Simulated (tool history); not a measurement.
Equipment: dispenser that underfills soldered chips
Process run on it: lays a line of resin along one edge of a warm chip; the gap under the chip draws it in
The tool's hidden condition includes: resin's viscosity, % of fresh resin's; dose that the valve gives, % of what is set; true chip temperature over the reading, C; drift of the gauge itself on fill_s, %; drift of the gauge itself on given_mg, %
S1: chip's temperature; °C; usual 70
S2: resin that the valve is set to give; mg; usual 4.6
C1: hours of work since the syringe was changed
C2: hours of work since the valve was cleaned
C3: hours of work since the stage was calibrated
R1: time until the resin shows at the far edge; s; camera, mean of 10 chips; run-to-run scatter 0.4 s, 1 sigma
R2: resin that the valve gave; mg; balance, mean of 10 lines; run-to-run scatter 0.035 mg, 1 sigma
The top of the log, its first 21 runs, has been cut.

At day 6.25: new syringe of resin.
Run 22, day 6.317: usual settings but S1 60 °C, S2 4.01 mg; C1 1; C2 27; C3 319. Result: R1 49.6 s, R2 3.98 mg.
Run 23, day 6.562: usual settings but S1 60 °C, S2 4.01 mg; C1 5; C2 31; C3 323. Result: R1 63.9 s, R2 3.92 mg.
At day 6.808: new syringe of resin.
Run 24, day 6.929: usual settings but S1 82 °C, S2 5.08 mg; C1 2; C2 37; C3 329. Result: R1 19.5 s, R2 4.97 mg.
Run 25, day 7.238: usual settings but S1 82 °C, S2 5.08 mg; C1 7; C2 42; C3 334. Result: R1 26.6 s, R2 4.97 mg.
At day 7.371: new syringe of resin.
Run 26, day 7.596: usual settings but S1 66 °C, S2 4.95 mg; C1 4; C2 48; C3 340. Result: R1 43.1 s, R2 4.77 mg.
Run 27, day 7.804: usual settings but S1 62 °C, S2 5.3 mg; C1 7; C2 51; C3 343. Result: R1 64.1 s, R2 5.07 mg.
At day 7.929: new syringe of resin.
Run 28, day 8.233: usual settings but S1 64 °C, S2 5.78 mg; C1 5; C2 58; C3 350. Result: R1 49.6 s, R2 5.52 mg.
At day 8.483: new syringe of resin.
At day 8.525: dispensing valve cleaned and set on the balance.
Run 29, day 8.717: usual settings but S1 64 °C, S2 5.78 mg; C1 3; C2 3; C3 357. Result: R1 46.1 s, R2 5.71 mg.
Run 30, day 8.958: usual settings but S1 64 °C, S2 5.78 mg; C1 7; C2 7; C3 361. Result: R1 58.5 s, R2 5.75 mg.
At day 9.079: new syringe of resin.
Run 31, day 9.267: usual settings but S1 84 °C, S2 4.91 mg; C1 3; C2 12; C3 366. Result: R1 19.1 s, R2 4.74 mg.

Run 32 has not been measured yet. What should we expect?
Run 32, day 9.596: usual settings but S1 66 °C, S2 5.93 mg; C1 9; C2 17; C3 372. Result: R1 ?, R2 ?.

{"run 32": {"R1": 58.2, "R2": 5.8}}
If the tool had no hidden condition, the same run with the same run-to-run variation would have returned R1 31.3 s, R2 5.89 mg.
